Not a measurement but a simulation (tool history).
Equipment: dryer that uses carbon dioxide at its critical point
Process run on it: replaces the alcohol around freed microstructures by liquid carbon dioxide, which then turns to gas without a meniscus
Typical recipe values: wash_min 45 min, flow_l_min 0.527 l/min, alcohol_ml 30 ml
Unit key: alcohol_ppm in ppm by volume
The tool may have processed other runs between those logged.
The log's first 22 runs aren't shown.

{"run": 23, "day": 18.629, "wash_min": 34, "flow_l_min": 0.505, "alcohol_ml": 31, "alcohol_ppm": 457}
{"run": 24, "day": 19.246, "wash_min": 34, "flow_l_min": 0.505, "alcohol_ml": 31, "alcohol_ppm": 472}
{"run": 25, "day": 19.858, "wash_min": 34, "flow_l_min": 0.505, "alcohol_ml": 31, "alcohol_ppm": 480}
{"run": 26, "day": 20.458, "wash_min": 51, "flow_l_min": 0.505, "alcohol_ml": 31, "alcohol_ppm": 183}
{"run": 27, "day": 21.675, "wash_min": 51, "flow_l_min": 0.505, "alcohol_ml": 31, "alcohol_ppm": 201}
{"run": 28, "day": 22.683, "wash_min": 30, "flow_l_min": 0.527, "alcohol_ml": 32, "alcohol_ppm": 630}
{"run": 29, "day": 23.442, "wash_min": 30, "flow_l_min": 0.527, "alcohol_ml": 32, "alcohol_ppm": 626}
{"run": 30, "day": 24.454, "wash_min": 30, "flow_l_min": 0.527, "alcohol_ml": 32, "alcohol_ppm": 651}
{"run": 31, "day": 25.025, "wash_min": 67, "flow_l_min": 0.354, "alcohol_ml": 39, "alcohol_ppm": 279}
{"run": 32, "day": 25.733, "wash_min": 34, "flow_l_min": 0.584, "alcohol_ml": 30, "alcohol_ppm": 363}
{"run": 33, "day": 26.796, "wash_min": 34, "flow_l_min": 0.584, "alcohol_ml": 30, "alcohol_ppm": 363}
{"run": 34, "day": 27.888, "wash_min": 49, "flow_l_min": 0.412, "alcohol_ml": 24, "alcohol_ppm": 311}
{"run": 35, "day": 28.488, "wash_min": 42, "flow_l_min": 0.412, "alcohol_ml": 55, "alcohol_ppm": 863}
{"run": 36, "day": 29.192, "wash_min": 42, "flow_l_min": 0.412, "alcohol_ml": 55, "alcohol_ppm": 861}
{"day": 29.521, "done": "inlet filter changed"}
{"run": 37, "day": 29.896, "wash_min": 49, "flow_l_min": 0.324, "alcohol_ml": 30, "alcohol_ppm": 431}
{"run": 38, "day": 30.396, "wash_min": 45, "flow_l_min": 0.705, "alcohol_ml": 30, "alcohol_ppm": 141}
{"run": 39, "day": 31.562, "wash_min": 39, "flow_l_min": 0.47, "alcohol_ml": 54, "alcohol_ppm": 476}
{"run": 40, "day": 32.162, "wash_min": 39, "flow_l_min": 0.441, "alcohol_ml": 32, "alcohol_ppm": 389}
{"run": 41, "day": 33.058, "wash_min": 66, "flow_l_min": 0.599, "alcohol_ml": 96, "alcohol_ppm": 131}

Forecast each of these 5 alternatives for the next run:
{"run": "A", "day": 33.554, "wash_min": 31, "flow_l_min": 0.527, "alcohol_ml": 30, "alcohol_ppm": "?"}
{"run": "B", "day": 33.554, "wash_min": 45, "flow_l_min": 0.349, "alcohol_ml": 30, "alcohol_ppm": "?"}
{"run": "C", "day": 33.554, "wash_min": 34, "flow_l_min": 0.329, "alcohol_ml": 96, "alcohol_ppm": "?"}
{"run": "D", "day": 33.554, "wash_min": 66, "flow_l_min": 0.813, "alcohol_ml": 96, "alcohol_ppm": "?"}
{"run": "E", "day": 33.554, "wash_min": 29, "flow_l_min": 0.83, "alcohol_ml": 30, "alcohol_ppm": "?"}

run=A alcohol_ppm=438
run=B alcohol_ppm=461
run=C alcohol_ppm=2717
run=D alcohol_ppm=122
run=E alcohol_ppm=203
Had the tool no hidden state, the same runs would have come out as:
run=A alcohol_ppm=295
run=B alcohol_ppm=320
run=C alcohol_ppm=2480
run=D alcohol_ppm=0
run=E alcohol_ppm=73

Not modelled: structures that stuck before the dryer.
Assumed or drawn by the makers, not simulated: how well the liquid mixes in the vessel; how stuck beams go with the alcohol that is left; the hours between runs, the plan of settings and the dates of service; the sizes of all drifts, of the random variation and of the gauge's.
